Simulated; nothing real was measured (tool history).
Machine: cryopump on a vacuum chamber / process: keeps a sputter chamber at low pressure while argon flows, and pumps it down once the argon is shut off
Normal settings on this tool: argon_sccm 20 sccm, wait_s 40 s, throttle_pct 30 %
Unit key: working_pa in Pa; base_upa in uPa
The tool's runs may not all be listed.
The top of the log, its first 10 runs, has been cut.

Run 11, hour 204.7: usual settings. Result: working_pa 0.1180 Pa, base_upa 4.02 uPa.
Run 12, hour 225.8: usual settings. Result: working_pa 0.1179 Pa, base_upa 3.97 uPa.
Run 13, hour 237.7: usual settings. Result: working_pa 0.1178 Pa, base_upa 4.00 uPa.
Run 14, hour 258.4: usual settings. Result: working_pa 0.1172 Pa, base_upa 3.91 uPa.
Run 15, hour 273.9: usual settings. Result: working_pa 0.1181 Pa, base_upa 3.95 uPa.
Run 16, hour 301.3: usual settings. Result: working_pa 0.1187 Pa, base_upa 4.01 uPa.
Run 17, hour 321.4: usual settings. Result: working_pa 0.1184 Pa, base_upa 4.07 uPa.
Run 18, hour 336.6: usual settings but argon_sccm 30 sccm, wait_s 126 s, throttle_pct 60 %. Result: working_pa 0.0932 Pa, base_upa 1.58 uPa.
Run 19, hour 349.4: usual settings but wait_s 187 s. Result: working_pa 0.1186 Pa, base_upa 1.14 uPa.
Run 20, hour 364.2: usual settings but wait_s 163 s, throttle_pct 22 %. Result: working_pa 0.1609 Pa, base_upa 1.31 uPa.
Run 21, hour 382.1: usual settings but argon_sccm 37 sccm, wait_s 75 s, throttle_pct 27 %. Result: working_pa 0.2419 Pa, base_upa 2.43 uPa.
Run 22, hour 399.7: usual settings but argon_sccm 15 sccm, wait_s 33 s, throttle_pct 27 %. Result: working_pa 0.0989 Pa, base_upa 4.81 uPa.
Run 23, hour 419.0: usual settings but argon_sccm 9 sccm, wait_s 48 s, throttle_pct 41 %. Result: working_pa 0.0390 Pa, base_upa 3.40 uPa.
Run 24, hour 440.8: usual settings but wait_s 154 s, throttle_pct 45 %. Result: working_pa 0.0814 Pa, base_upa 1.45 uPa.
Run 25, hour 452.2: usual settings but wait_s 286 s. Result: working_pa 0.1189 Pa, base_upa 0.98 uPa.
Run 26, hour 472.1: usual settings but wait_s 286 s, throttle_pct 53 %. Result: working_pa 0.0706 Pa, base_upa 1.00 uPa.
Run 27, hour 489.7: usual settings but argon_sccm 15 sccm, wait_s 98 s, throttle_pct 35 %. Result: working_pa 0.0774 Pa, base_upa 1.99 uPa.
Run 28, hour 510.2: usual settings but argon_sccm 15 sccm, wait_s 98 s, throttle_pct 35 %. Result: working_pa 0.0778 Pa, base_upa 1.96 uPa.
Run 29, hour 527.0: usual settings but argon_sccm 15 sccm, wait_s 98 s, throttle_pct 35 %. Result: working_pa 0.0776 Pa, base_upa 1.91 uPa.
Run 30, hour 542.3: usual settings but argon_sccm 10 sccm, wait_s 295 s, throttle_pct 18 %. Result: working_pa 0.0975 Pa, base_upa 1.01 uPa.
Run 31, hour 564.1: usual settings but argon_sccm 10 sccm, wait_s 295 s, throttle_pct 18 %. Result: working_pa 0.0985 Pa, base_upa 1.02 uPa.
Run 32, hour 580.1: usual settings but argon_sccm 10 sccm, wait_s 295 s, throttle_pct 18 %. Result: working_pa 0.0986 Pa, base_upa 1.04 uPa.
Run 33, hour 592.9: usual settings but argon_sccm 10 sccm, wait_s 295 s, throttle_pct 18 %. Result: working_pa 0.0975 Pa, base_upa 1.04 uPa.
Run 34, hour 619.8: usual settings but argon_sccm 22 sccm, throttle_pct 55 %. Result: working_pa 0.0764 Pa, base_upa 4.19 uPa.

Each row is a separate what-if for the run after 34, all from the same tool condition, not one after another. Results?
Run A, hour 639.9: usual settings but argon_sccm 26 sccm, wait_s 32 s, throttle_pct 18 %. Result: working_pa ?, base_upa ?.
Run B, hour 639.9: usual settings but argon_sccm 22 sccm, wait_s 129 s, throttle_pct 23 %. Result: working_pa ?, base_upa ?.
Run C, hour 639.9: usual settings but wait_s 21 s, throttle_pct 16 %. Result: working_pa ?, base_upa ?.

run  working_pa  base_upa
  A      0.2555      5.07
  B      0.1709      1.66
  C      0.2173      7.41
The same runs, with their run-to-run variation unchanged, on a tool lacking any hidden condition would have given:
run  working_pa  base_upa
  A      0.2443      4.78
  B      0.1614      1.38
  C      0.2088      7.12
